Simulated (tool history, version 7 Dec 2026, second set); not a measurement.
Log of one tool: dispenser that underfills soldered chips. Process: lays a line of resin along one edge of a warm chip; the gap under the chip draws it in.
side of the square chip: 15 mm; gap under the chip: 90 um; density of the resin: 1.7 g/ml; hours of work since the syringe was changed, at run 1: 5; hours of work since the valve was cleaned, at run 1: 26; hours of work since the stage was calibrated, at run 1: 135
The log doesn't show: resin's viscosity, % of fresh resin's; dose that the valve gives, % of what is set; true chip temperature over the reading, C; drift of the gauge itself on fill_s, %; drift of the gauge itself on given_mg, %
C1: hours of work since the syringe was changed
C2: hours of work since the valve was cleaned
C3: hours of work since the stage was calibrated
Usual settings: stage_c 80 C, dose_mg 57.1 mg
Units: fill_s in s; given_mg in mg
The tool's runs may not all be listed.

Run 1, hour 0: usual settings; C1 5; C2 26; C3 135. Result: fill_s 124.4 s, given_mg 56.15 mg.
At hour 6.3: new syringe of resin.
Run 2, hour 7: usual settings; C1 1; C2 31; C3 140. Result: fill_s 99.5 s, given_mg 56.15 mg.
Run 3, hour 11.6: usual settings; C1 4; C2 34; C3 144. Result: fill_s 121.3 s, given_mg 55.74 mg.
Run 4, hour 16: usual settings; C1 7; C2 38; C3 147. Result: fill_s 148.6 s, given_mg 55.65 mg.
At hour 18.9: new syringe of resin.
Run 5, hour 20.2: usual settings; C1 1; C2 41; C3 150. Result: fill_s 102.6 s, given_mg 55.44 mg.
Run 6, hour 25.7: usual settings; C1 5; C2 45; C3 155. Result: fill_s 132.6 s, given_mg 55.24 mg.
At hour 31.1: dispensing valve cleaned and set on the balance.
At hour 32.8: new syringe of resin.
Run 7, hour 34.4: usual settings; C1 1; C2 2; C3 160. Result: fill_s 101.2 s, given_mg 57.16 mg.
Run 8, hour 40.6: usual settings; C1 6; C2 7; C3 165. Result: fill_s 137.1 s, given_mg 56.94 mg.
At hour 45.4: new syringe of resin.
Run 9, hour 49.4: usual settings; C1 3; C2 14; C3 172. Result: fill_s 115.2 s, given_mg 56.59 mg.
Run 10, hour 55.9: usual settings; C1 8; C2 19; C3 176. Result: fill_s 156.2 s, given_mg 56.43 mg.
At hour 58.4: new syringe of resin.
Run 11, hour 63.5: usual settings but stage_c 78 C; C1 4; C2 24; C3 182. Result: fill_s 131.6 s, given_mg 56.26 mg.
Run 12, hour 70.1: usual settings but stage_c 78 C; C1 9; C2 29; C3 187. Result: fill_s 175.3 s, given_mg 55.97 mg.
At hour 71.4: new syringe of resin.
Run 13, hour 74.4: usual settings but stage_c 78 C; C1 2; C2 32; C3 190. Result: fill_s 119.7 s, given_mg 55.94 mg.
Run 14, hour 80.4: usual settings; C1 7; C2 37; C3 195. Result: fill_s 148.3 s, given_mg 55.65 mg.
At hour 84.1: new syringe of resin.
Run 15, hour 88.7: usual settings; C1 4; C2 43; C3 201. Result: fill_s 119.6 s, given_mg 55.31 mg.
At hour 96.8: dispensing valve cleaned and set on the balance.
Run 16, hour 96.8: usual settings; C1 9; C2 0; C3 206. Result: fill_s 159.9 s, given_mg 57.05 mg.
At hour 97.6: new syringe of resin.
Run 17, hour 103.2: usual settings; C1 4; C2 5; C3 211. Result: fill_s 123.7 s, given_mg 56.99 mg.
Run 18, hour 106.7: usual settings; C1 7; C2 7; C3 214. Result: fill_s 147 s, given_mg 57.08 mg.
At hour 110.1: new syringe of resin.
Run 19, hour 111.3: usual settings but stage_c 65 C, dose_mg 59.2 mg; C1 1; C2 11; C3 217. Result: fill_s 178.7 s, given_mg 58.78 mg.
Run 20, hour 114.8: usual settings but dose_mg 70.6 mg; C1 4; C2 13; C3 220. Result: fill_s 119 s, given_mg 70.06 mg.
Run 21, hour 121.9: usual settings but stage_c 83 C, dose_mg 63.4 mg; C1 9; C2 19; C3 225. Result: fill_s 148.1 s, given_mg 62.73 mg.
At hour 122.8: new syringe of resin.
Run 22, hour 127.7: usual settings but stage_c 83 C, dose_mg 63.4 mg; C1 4; C2 23; C3 229. Result: fill_s 106.9 s, given_mg 62.59 mg.
At hour 135.4: new syringe of resin.
Run 23, hour 135.4: usual settings but stage_c 78 C, dose_mg 73.6 mg; C1 0; C2 29; C3 235. Result: fill_s 103.2 s, given_mg 72.31 mg.
Run 24, hour 140.1: usual settings but stage_c 78 C, dose_mg 73.6 mg; C1 4; C2 32; C3 239. Result: fill_s 127.9 s, given_mg 72.24 mg.
Run 25, hour 145.2: usual settings but stage_c 73 C, dose_mg 70.1 mg; C1 7; C2 36; C3 243. Result: fill_s 198.2 s, given_mg 68.51 mg.
At hour 147.9: new syringe of resin.
Run 26, hour 151.9: usual settings but stage_c 73 C, dose_mg 70.1 mg; C1 3; C2 41; C3 247. Result: fill_s 147.5 s, given_mg 68.29 mg.
Run 27, hour 159: usual settings but stage_c 74 C, dose_mg 54.7 mg; C1 8; C2 46; C3 253. Result: fill_s 203.3 s, given_mg 53.12 mg.
At hour 160.4: new syringe of resin.
At hour 162.8: dispensing valve cleaned and set on the balance.
Run 28, hour 168: usual settings but stage_c 89 C, dose_mg 70 mg; C1 5; C2 4; C3 259. Result: fill_s 94.3 s, given_mg 69.45 mg.
At hour 173.9: new syringe of resin.
Run 29, hour 175: usual settings but stage_c 89 C, dose_mg 70 mg; C1 1; C2 9; C3 264. Result: fill_s 72.6 s, given_mg 69.63 mg.
Run 30, hour 179.6: usual settings but stage_c 89 C, dose_mg 70 mg; C1 4; C2 13; C3 268. Result: fill_s 90.3 s, given_mg 69.3 mg.
At hour 186.4: new syringe of resin.
Run 31, hour 186.7: usual settings but stage_c 77 C, dose_mg 57.3 mg; C1 0; C2 18; C3 273. Result: fill_s 107.3 s, given_mg 56.36 mg.
Run 32, hour 192.7: usual settings but stage_c 94 C, dose_mg 64.9 mg; C1 5; C2 22; C3 277. Result: fill_s 79.1 s, given_mg 63.87 mg.
Run 33, hour 197.9: usual settings but stage_c 84 C, dose_mg 61.1 mg; C1 9; C2 26; C3 281. Result: fill_s 140.8 s, given_mg 59.81 mg.
At hour 199.6: new syringe of resin.
Run 34, hour 206.3: usual settings but stage_c 82 C, dose_mg 49.3 mg; C1 5; C2 33; C3 287. Result: fill_s 121.9 s, given_mg 48.21 mg.
At hour 212.1: new syringe of resin.
Run 35, hour 213.7: usual settings but stage_c 82 C, dose_mg 49.3 mg; C1 1; C2 38; C3 293. Result: fill_s 99.2 s, given_mg 47.9 mg.
Run 36, hour 221: usual settings but stage_c 84 C, dose_mg 68.2 mg; C1 7; C2 44; C3 299. Result: fill_s 124 s, given_mg 65.77 mg.

Forecast each of these 3 alternatives for the next run:
At hour 224.8: new syringe of resin.
Run A, hour 225.6: usual settings but stage_c 66 C, dose_mg 62.2 mg; C1 1; C2 47; C3 302. Result: fill_s ?, given_mg ?.
At hour 224.8: new syringe of resin.
Run B, hour 225.6: usual settings but stage_c 73 C, dose_mg 49.4 mg; C1 1; C2 47; C3 302. Result: fill_s ?, given_mg ?.
At hour 224.8: new syringe of resin.
Run C, hour 225.6: usual settings but stage_c 86 C, dose_mg 68.2 mg; C1 1; C2 47; C3 302. Result: fill_s ?, given_mg ?.

run  fill_s  given_mg
  A   170.8     60.02
  B   133.6     47.72
  C    80.9     65.94
Without the tool's hidden state the same runs would have given:
run  fill_s  given_mg
  A   159.5     62.14
  B   124.3     49.41
  C    75.9     68.27
